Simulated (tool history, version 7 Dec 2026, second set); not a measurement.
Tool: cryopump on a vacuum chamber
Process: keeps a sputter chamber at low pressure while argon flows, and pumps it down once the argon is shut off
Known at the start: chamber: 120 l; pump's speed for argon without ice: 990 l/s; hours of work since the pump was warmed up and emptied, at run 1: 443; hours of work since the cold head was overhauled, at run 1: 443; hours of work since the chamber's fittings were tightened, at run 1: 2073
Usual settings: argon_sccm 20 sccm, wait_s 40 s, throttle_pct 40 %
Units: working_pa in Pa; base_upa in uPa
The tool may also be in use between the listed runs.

run	hour	argon_sccm	wait_s	throttle_pct	hours of work since the pump was warmed up and emptied	hours of work since the cold head was overhauled	hours of work since the chamber's fittings were tightened	working_pa	base_upa
1	0.0	20	40	40	443	443	2073	0.0901	3.82
2	24.1	20	40	40	455	455	2085	0.0883	3.77
3	36.7	20	40	40	462	462	2091	0.0899	3.77
4	59.1	20	40	40	473	473	2102	0.0899	3.94
5	77.7	9	40	40	482	482	2112	0.0399	3.87
6	106.1	9	40	40	496	496	2126	0.0407	3.89
7	131.2	20	260	40	509	509	2138	0.0907	2.85
8	146.3	20	28	40	516	516	2146	0.0905	4.40
9	158.4	20	28	40	523	523	2152	0.0902	4.44
10	173.0	20	28	40	530	530	2159	0.0895	4.51
11	190.3	29	28	40	539	539	2168	0.1316	4.37
12	204.4	20	40	40	546	546	2175	0.0907	3.91
13	226.1	20	40	40	556	556	2186	0.0898	3.91
14	241.8	20	40	40	564	564	2194	0.0917	4.06
15	269.3	20	40	40	578	578	2207	0.0918	4.13
16	281.8	20	40	40	584	584	2214	0.0895	4.05
17	302.9	20	40	40	595	595	2224	0.0897	4.05
18	330.3	20	217	40	608	608	2238	0.0919	3.15
19	348.2	20	217	40	617	617	2247	0.0907	3.08
20	363.7	16	143	53	625	625	2255	0.0570	3.24
21	384.3	20	158	36	635	635	2265	0.1017	3.23
22	409.6	11	115	28	648	648	2278	0.0709	3.40
23	428.3	16	115	21	657	657	2287	0.1345	3.42
24	454.0	16	115	21	670	670	2300	0.1363	3.40
25	471.0	16	115	21	679	679	2308	0.1358	3.40
26	493.3	16	41	20	690	690	2319	0.1415	4.27
27	520.2	16	41	20	703	703	2333	0.1417	4.23
28	544.0	20	52	40	715	715	2345	0.0926	4.03
# hour 555.3: pump warmed up, emptied and cooled again
29	578.1	20	35	30	11	730	2359	0.1145	3.95
30	600.1	20	35	23	22	741	2370	0.1488	4.03
31	624.5	20	79	34	35	753	2383	0.1012	3.32
32	647.0	16	140	50	46	764	2394	0.0552	3.02
33	674.6	11	140	15	60	778	2408	0.1255	3.08

5 ways to go on from here, each from the tool as it stands after run 33. What would each give?
A	701.2	19	220	26	73	791	2421	?	?
B	701.2	10	40	25	73	791	2421	?	?
C	701.2	22	188	34	73	791	2421	?	?
D	701.2	20	40	54	73	791	2421	?	?
E	701.2	11	140	43	73	791	2421	?	?

run	working_pa	base_upa
A	0.1255	2.99
B	0.0691	3.85
C	0.1118	2.90
D	0.0644	4.01
E	0.0440	3.04
Without the tool's hidden state the same runs would have given:
run	working_pa	base_upa
A	0.1243	0.52
B	0.0684	1.47
C	0.1104	0.54
D	0.0631	1.54
E	0.0433	0.65
